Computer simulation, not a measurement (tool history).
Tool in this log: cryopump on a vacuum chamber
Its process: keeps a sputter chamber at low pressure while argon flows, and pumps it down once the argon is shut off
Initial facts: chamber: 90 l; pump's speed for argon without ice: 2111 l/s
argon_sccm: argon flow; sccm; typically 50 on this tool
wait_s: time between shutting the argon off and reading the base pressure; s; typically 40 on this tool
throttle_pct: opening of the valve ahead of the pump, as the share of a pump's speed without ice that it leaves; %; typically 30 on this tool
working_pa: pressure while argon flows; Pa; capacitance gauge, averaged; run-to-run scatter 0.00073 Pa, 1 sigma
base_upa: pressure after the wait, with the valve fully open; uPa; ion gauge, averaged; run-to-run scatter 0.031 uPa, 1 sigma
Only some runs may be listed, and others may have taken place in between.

run,hour,argon_sccm,wait_s,throttle_pct,working_pa,base_upa
1,0,50,40,30,0.1401,2.45
2,61.4,50,40,30,0.1396,2.46
3,179.5,50,40,28,0.1533,2.56
4,242.7,50,40,28,0.1543,2.65
5,364.4,50,40,38,0.121,2.7
6,468.9,50,40,30,0.1351,2.47
7,560.9,50,40,30,0.136,1.54
8,664.7,50,40,30,0.1382,1.56
9,720.2,50,40,30,0.1404,1.62
10,834.1,50,40,30,0.1409,1.65
11,947.9,50,40,30,0.1458,1.7
12,1053.6,50,40,30,0.1491,1.73
13,1113,50,50,30,0.1501,1.48
14,1219.4,28,50,30,0.0756,1.45
15,1279.7,28,50,30,0.0775,1.44
16,1353.3,50,40,30,0.1395,1.74
17,1468.7,50,40,30,0.1399,1.8
18,1596.5,50,40,30,0.1443,1.86
19,1658.3,29,69,34,0.0753,1.28
20,1752,50,29,30,0.1483,2.48
21,1819.6,50,29,30,0.15,2.51
22,1881.5,50,29,24,0.1697,2.31
23,2004.6,50,168,32,0.1286,0.82
24,2117.1,50,168,32,0.1318,0.84
25,2182.2,50,168,32,0.1329,0.88
26,2248.4,64,40,30,0.1819,1.99
27,2331,51,40,30,0.1461,2.02
28,2392.6,28,40,48,0.0538,2.09
29,2464.3,25,55,25,0.0868,1.73
30,2545.7,100,67,24,0.3683,1.59
31,2635.4,68,63,21,0.2615,1.41
32,2735,68,63,21,0.2657,1.49
33,2848.6,68,63,21,0.2679,1.57

Taken out of this log: 5 entries between the listed runs. Where each belongs, and how the hidden state differs across it:
After run 5, before run 6: pump warmed up, emptied and cooled again (hour 452.9)
  pump's speed, % of a pump's without ice: 73.7 -> 98.9; cold plate's temperature, K: 12.92 -> 12.94; leak into the chamber, uPa l/s: 2078 -> 2119
  difference, measured minus the result without the unlogged condition, working_pa: +0.0153 -> +0.0012 Pa; base_upa: +1.2 -> +0.9 uPa
After run 6, before run 7: leaking fittings of the chamber tightened, without venting (hour 506.4)
  pump's speed, % of a pump's without ice: 98.9 -> 94.6; cold plate's temperature, K: 12.94 -> 12.96; leak into the chamber, uPa l/s: 2119 -> 328
  difference, measured minus the result without the unlogged condition, working_pa: +0.0012 -> +0.0031 Pa; base_upa: +0.9 -> +0.03 uPa
After run 13, before run 14: pump warmed up, emptied and cooled again (hour 1158.5)
  pump's speed, % of a pump's without ice: 72.4 -> 96.8; cold plate's temperature, K: 13.08 -> 13.1; leak into the chamber, uPa l/s: 551 -> 589
  difference, measured minus the result without the unlogged condition, working_pa: +0.0165 -> +0.0013 Pa; base_upa: +0.23 -> +0.16 uPa
After run 21, before run 22: pump warmed up, emptied and cooled again (hour 1863)
  pump's speed, % of a pump's without ice: 72.4 -> 98.8; cold plate's temperature, K: 13.23 -> 13.24; leak into the chamber, uPa l/s: 832 -> 854
  difference, measured minus the result without the unlogged condition, working_pa: +0.0165 -> +0.0015 Pa; base_upa: +0.42 -> +0.27 uPa
After run 30, before run 31: pump warmed up, emptied and cooled again (hour 2572.7)
  pump's speed, % of a pump's without ice: 71.5 -> 97.2; cold plate's temperature, K: 13.38 -> 13.39; leak into the chamber, uPa l/s: 1122 -> 1157
  difference, measured minus the result without the unlogged condition, working_pa: +0.0349 -> +0.0032 Pa; base_upa: +0.63 -> +0.43 uPa
